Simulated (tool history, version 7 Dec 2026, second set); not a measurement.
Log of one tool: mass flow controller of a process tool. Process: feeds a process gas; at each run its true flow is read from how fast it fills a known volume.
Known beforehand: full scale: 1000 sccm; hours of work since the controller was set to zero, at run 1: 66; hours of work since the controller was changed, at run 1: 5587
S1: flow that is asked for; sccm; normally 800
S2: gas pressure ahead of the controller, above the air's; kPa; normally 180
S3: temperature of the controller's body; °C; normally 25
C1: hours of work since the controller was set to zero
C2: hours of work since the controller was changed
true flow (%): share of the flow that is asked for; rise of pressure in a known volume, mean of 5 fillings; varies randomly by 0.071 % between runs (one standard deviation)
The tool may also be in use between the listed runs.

Run 1, hour 0.0: usual settings; C1 66; C2 5587. Result: true flow (%) 99.51.
Run 2, hour 283.2: usual settings; C1 229; C2 5750. Result: true flow (%) 99.57.
Run 3, hour 440.4: usual settings; C1 320; C2 5841. Result: true flow (%) 99.77.
Run 4, hour 686.0: usual settings but S1 175 sccm; C1 462; C2 5983. Result: true flow (%) 97.76.
Run 5, hour 963.4: usual settings but S1 175 sccm; C1 622; C2 6143. Result: true flow (%) 97.87.
Run 6, hour 1246.0: usual settings but S1 175 sccm, S2 142 kPa; C1 785; C2 6306. Result: true flow (%) 98.11.
Run 7, hour 1519.5: usual settings but S1 175 sccm, S2 142 kPa; C1 943; C2 6464. Result: true flow (%) 98.23.
Run 8, hour 1782.7: usual settings but S1 188 sccm; C1 1095; C2 6616. Result: true flow (%) 98.03.
Run 9, hour 2030.6: usual settings but S1 188 sccm; C1 1238; C2 6759. Result: true flow (%) 98.11.
Run 10, hour 2275.0: usual settings but S1 188 sccm; C1 1379; C2 6900. Result: true flow (%) 98.15.
Run 11, hour 2551.9: usual settings but S1 188 sccm; C1 1539; C2 7060. Result: true flow (%) 98.39.
Run 12, hour 2802.8: usual settings but S1 188 sccm; C1 1684; C2 7205. Result: true flow (%) 98.40.
Run 13, hour 3059.4: usual settings but S1 188 sccm; C1 1832; C2 7353. Result: true flow (%) 98.32.
Run 14, hour 3251.3: usual settings but S3 24 °C; C1 1943; C2 7464. Result: true flow (%) 100.42.
Run 15, hour 3520.1: usual settings but S3 24 °C; C1 2098; C2 7619. Result: true flow (%) 100.52.
Run 16, hour 3797.7: usual settings but S3 24 °C; C1 2258; C2 7779. Result: true flow (%) 100.75.
Run 17, hour 3948.4: usual settings but S1 349 sccm, S2 173 kPa, S3 21 °C; C1 2345; C2 7866. Result: true flow (%) 99.19.
Run 18, hour 4149.8: usual settings but S3 22 °C; C1 2462; C2 7982. Result: true flow (%) 100.69.
Run 19, hour 4431.6: usual settings but S1 138 sccm, S3 29 °C; C1 2624; C2 8145. Result: true flow (%) 98.82.
Run 20, hour 4708.6: usual settings but S1 138 sccm, S3 29 °C; C1 2784; C2 8305. Result: true flow (%) 98.93.
Run 21, hour 4945.6: usual settings but S1 138 sccm, S3 37 °C; C1 2921; C2 8442. Result: true flow (%) 99.23.
Run 22, hour 5217.4: usual settings but S1 138 sccm, S3 37 °C; C1 3078; C2 8599. Result: true flow (%) 99.34.
Run 23, hour 5377.9: usual settings but S1 138 sccm, S3 37 °C; C1 3171; C2 8691. Result: true flow (%) 99.39.
Run 24, hour 5543.1: usual settings but S1 145 sccm; C1 3266; C2 8787. Result: true flow (%) 99.06.
At hour 5670.7: gauge calibrated.
Run 25, hour 5781.6: usual settings but S1 264 sccm, S3 39 °C; C1 3404; C2 8925. Result: true flow (%) 98.25.
Run 26, hour 6058.2: usual settings but S1 111 sccm, S3 39 °C; C1 3563; C2 9084. Result: true flow (%) 97.81.
Run 27, hour 6294.1: usual settings but S1 111 sccm, S3 39 °C; C1 3700; C2 9220. Result: true flow (%) 97.87.

4 options for the next run, each taken on its own from the tool as it stands now. Forecast them:
Run A, hour 6438.1: usual settings but S1 411 sccm, S3 39 °C; C1 3783; C2 9304. Result: true flow (%) ?.
Run B, hour 6438.1: usual settings but S1 614 sccm, S2 179 kPa, S3 22 °C; C1 3783; C2 9304. Result: true flow (%) ?.
Run C, hour 6438.1: usual settings but S1 413 sccm, S2 263 kPa, S3 22 °C; C1 3783; C2 9304. Result: true flow (%) ?.
Run D, hour 6438.1: usual settings but S1 185 sccm, S2 241 kPa, S3 21 °C; C1 3783; C2 9304. Result: true flow (%) ?.

run  true flow (%)
  A          98.90
  B          98.95
  C          97.91
  D          97.24
With no hidden state in the tool, these same runs would have given:
run  true flow (%)
  A          98.66
  B          98.71
  C          97.67
  D          97.01
